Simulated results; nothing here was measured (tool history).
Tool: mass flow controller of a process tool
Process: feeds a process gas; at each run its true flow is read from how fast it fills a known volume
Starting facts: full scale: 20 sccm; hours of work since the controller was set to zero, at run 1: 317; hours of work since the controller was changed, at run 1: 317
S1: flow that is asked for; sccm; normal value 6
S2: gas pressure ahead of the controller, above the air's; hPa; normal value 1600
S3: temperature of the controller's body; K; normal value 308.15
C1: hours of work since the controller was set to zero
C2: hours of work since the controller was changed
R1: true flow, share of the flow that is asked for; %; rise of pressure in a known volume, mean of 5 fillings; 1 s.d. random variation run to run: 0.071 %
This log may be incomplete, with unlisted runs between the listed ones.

{"run": 1, "hour": 0.0, "S1": 6, "S2": 1600, "S3": 308.15, "C1": 317, "C2": 317, "R1": 100.42}
{"run": 2, "hour": 52.7, "S1": 6, "S2": 2530, "S3": 308.15, "C1": 354, "C2": 354, "R1": 99.87}
{"run": 3, "hour": 123.8, "S1": 6, "S2": 2530, "S3": 308.15, "C1": 405, "C2": 405, "R1": 99.98}
{"run": 4, "hour": 211.0, "S1": 6, "S2": 1600, "S3": 304.15, "C1": 468, "C2": 468, "R1": 100.2}
{"run": 5, "hour": 260.6, "S1": 20, "S2": 1600, "S3": 308.15, "C1": 504, "C2": 504, "R1": 101.27}
{"run": 6, "hour": 299.0, "S1": 6, "S2": 1600, "S3": 296.15, "C1": 531, "C2": 531, "R1": 99.13}
{"run": 7, "hour": 357.1, "S1": 6, "S2": 1600, "S3": 296.15, "C1": 573, "C2": 573, "R1": 99.2}
{"run": 8, "hour": 415.2, "S1": 6, "S2": 1600, "S3": 296.15, "C1": 615, "C2": 615, "R1": 99.28}
{"run": 9, "hour": 463.1, "S1": 6, "S2": 1600, "S3": 296.15, "C1": 649, "C2": 649, "R1": 99.34}
{"run": 10, "hour": 545.5, "S1": 6, "S2": 1600, "S3": 296.15, "C1": 708, "C2": 708, "R1": 99.32}
{"run": 11, "hour": 621.1, "S1": 6, "S2": 1600, "S3": 302.15, "C1": 762, "C2": 762, "R1": 100.06}
{"run": 12, "hour": 664.4, "S1": 4, "S2": 1600, "S3": 302.15, "C1": 794, "C2": 794, "R1": 100.03}
{"run": 13, "hour": 754.4, "S1": 4, "S2": 1600, "S3": 302.15, "C1": 858, "C2": 858, "R1": 100.1}
{"run": 14, "hour": 812.2, "S1": 6, "S2": 1600, "S3": 308.15, "C1": 900, "C2": 900, "R1": 100.66}
{"run": 15, "hour": 849.6, "S1": 6, "S2": 1600, "S3": 308.15, "C1": 927, "C2": 927, "R1": 100.68}
{"run": 16, "hour": 937.7, "S1": 6, "S2": 1600, "S3": 308.15, "C1": 990, "C2": 990, "R1": 100.64}
{"run": 17, "hour": 984.9, "S1": 6, "S2": 1600, "S3": 308.15, "C1": 1024, "C2": 1024, "R1": 100.66}
{"hour": 991.8, "done": "controller's zero set anew"}
{"run": 18, "hour": 1043.9, "S1": 6, "S2": 1600, "S3": 308.15, "C1": 37, "C2": 1066, "R1": 100.98}
{"run": 19, "hour": 1111.6, "S1": 6, "S2": 1600, "S3": 308.15, "C1": 86, "C2": 1114, "R1": 100.96}
{"run": 20, "hour": 1169.7, "S1": 7, "S2": 1600, "S3": 308.15, "C1": 128, "C2": 1156, "R1": 100.98}
{"hour": 1231.2, "done": "controller's zero set anew, once more"}
{"run": 21, "hour": 1249.4, "S1": 6, "S2": 1600, "S3": 309.15, "C1": 13, "C2": 1213, "R1": 99.99}
{"run": 22, "hour": 1320.0, "S1": 19, "S2": 1600, "S3": 308.15, "C1": 64, "C2": 1264, "R1": 101.05}
{"run": 23, "hour": 1383.9, "S1": 19, "S2": 1600, "S3": 308.15, "C1": 110, "C2": 1310, "R1": 101.05}
{"run": 24, "hour": 1463.4, "S1": 6, "S2": 1580, "S3": 308.15, "C1": 167, "C2": 1367, "R1": 100.13}
{"run": 25, "hour": 1530.2, "S1": 15, "S2": 1610, "S3": 295.15, "C1": 215, "C2": 1415, "R1": 99.3}
{"run": 26, "hour": 1591.5, "S1": 3, "S2": 2020, "S3": 300.15, "C1": 259, "C2": 1459, "R1": 99.1}
{"run": 27, "hour": 1652.6, "S1": 3, "S2": 2020, "S3": 300.15, "C1": 303, "C2": 1503, "R1": 99.1}
{"run": 28, "hour": 1708.4, "S1": 20, "S2": 2170, "S3": 300.15, "C1": 343, "C2": 1543, "R1": 100.02}
{"run": 29, "hour": 1750.8, "S1": 5, "S2": 2580, "S3": 308.15, "C1": 373, "C2": 1573, "R1": 99.7}
{"run": 30, "hour": 1794.2, "S1": 6, "S2": 2670, "S3": 303.15, "C1": 404, "C2": 1604, "R1": 99.09}
{"run": 31, "hour": 1849.0, "S1": 6, "S2": 1790, "S3": 303.15, "C1": 444, "C2": 1644, "R1": 99.7}
{"run": 32, "hour": 1937.7, "S1": 6, "S2": 1790, "S3": 303.15, "C1": 507, "C2": 1707, "R1": 99.67}
{"run": 33, "hour": 1987.6, "S1": 8, "S2": 2730, "S3": 308.15, "C1": 543, "C2": 1743, "R1": 99.79}
{"run": 34, "hour": 2036.7, "S1": 8, "S2": 2730, "S3": 308.15, "C1": 578, "C2": 1778, "R1": 99.67}
{"run": 35, "hour": 2107.7, "S1": 3, "S2": 1750, "S3": 308.15, "C1": 629, "C2": 1829, "R1": 100.53}
{"run": 36, "hour": 2186.0, "S1": 3, "S2": 1750, "S3": 305.15, "C1": 686, "C2": 1886, "R1": 100.24}
{"run": 37, "hour": 2273.9, "S1": 3, "S2": 1750, "S3": 305.15, "C1": 749, "C2": 1949, "R1": 100.29}
{"run": 38, "hour": 2354.5, "S1": 3, "S2": 1750, "S3": 313.15, "C1": 807, "C2": 2007, "R1": 101.31}
{"run": 39, "hour": 2392.0, "S1": 6, "S2": 1650, "S3": 296.15, "C1": 834, "C2": 2033, "R1": 99.11}
{"run": 40, "hour": 2442.9, "S1": 18, "S2": 1950, "S3": 296.15, "C1": 870, "C2": 2070, "R1": 99.61}
{"run": 41, "hour": 2520.0, "S1": 6, "S2": 1600, "S3": 308.15, "C1": 925, "C2": 2125, "R1": 100.35}
{"run": 42, "hour": 2564.4, "S1": 6, "S2": 1600, "S3": 308.15, "C1": 957, "C2": 2157, "R1": 100.41}
{"run": 43, "hour": 2643.3, "S1": 4, "S2": 2630, "S3": 308.15, "C1": 1014, "C2": 2214, "R1": 100.14}
{"run": 44, "hour": 2726.6, "S1": 4, "S2": 2630, "S3": 310.15, "C1": 1074, "C2": 2274, "R1": 100.36}
{"run": 45, "hour": 2799.8, "S1": 6, "S2": 1600, "S3": 297.15, "C1": 1126, "C2": 2326, "R1": 99.33}
{"run": 46, "hour": 2844.9, "S1": 2, "S2": 1690, "S3": 296.15, "C1": 1159, "C2": 2359, "R1": 100.5}

Each row is a separate what-if for the run after 46, all from the same tool condition, not one after another. Results?
{"run": "A", "hour": 2919.9, "S1": 2, "S2": 2280, "S3": 305.15, "C1": 1213, "C2": 2413, "R1": "?"}
{"run": "B", "hour": 2919.9, "S1": 2, "S2": 1980, "S3": 296.15, "C1": 1213, "C2": 2413, "R1": "?"}
{"run": "C", "hour": 2919.9, "S1": 5, "S2": 1540, "S3": 296.15, "C1": 1213, "C2": 2413, "R1": "?"}
{"run": "D", "hour": 2919.9, "S1": 8, "S2": 1600, "S3": 308.15, "C1": 1213, "C2": 2413, "R1": "?"}
{"run": "E", "hour": 2919.9, "S1": 2, "S2": 1420, "S3": 296.15, "C1": 1213, "C2": 2413, "R1": "?"}

run=A R1=101.21
run=B R1=100.44
run=C R1=99.33
run=D R1=100.55
run=E R1=100.78
Had the tool no hidden state, the same runs would have come out as:
run=A R1=99.18
run=B R1=98.41
run=C R1=98.79
run=D R1=100.38
run=E R1=98.75

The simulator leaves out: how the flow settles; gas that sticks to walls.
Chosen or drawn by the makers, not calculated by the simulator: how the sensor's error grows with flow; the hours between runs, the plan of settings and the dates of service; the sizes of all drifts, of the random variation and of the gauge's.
